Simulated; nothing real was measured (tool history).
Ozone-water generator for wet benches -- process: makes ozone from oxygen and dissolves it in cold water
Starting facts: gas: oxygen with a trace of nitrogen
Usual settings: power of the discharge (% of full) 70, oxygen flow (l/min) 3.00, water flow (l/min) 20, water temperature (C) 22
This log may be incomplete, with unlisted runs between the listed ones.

run	hour	power of the discharge (% of full)	oxygen flow (l/min)	water flow (l/min)	water temperature (C)	dissolved ozone (ppm)	ozone in the gas ahead of the water (g/m3)
1	0.0	70	3.00	20	22	17.2	203.0
2	24.1	70	3.00	20	22	16.8	201.9
3	51.4	70	3.00	20	22	16.9	202.0
4	75.1	70	3.00	20	22	16.8	203.9
5	122.7	70	3.00	20	22	16.8	202.4
6	152.2	70	3.00	20	22	16.9	202.9
7	190.0	70	2.08	20	22	16.1	252.4

Expected results for the next run?
8	221.3	70	2.08	20	22	?	?

{"run 8": {"dissolved ozone (ppm)": 16.3, "ozone in the gas ahead of the water (g/m3)": 254.8}}
With the hidden condition absent and the run-to-run variation left alone, this run would have shown dissolved ozone (ppm) 16.3, ozone in the gas ahead of the water (g/m3) 253.1.
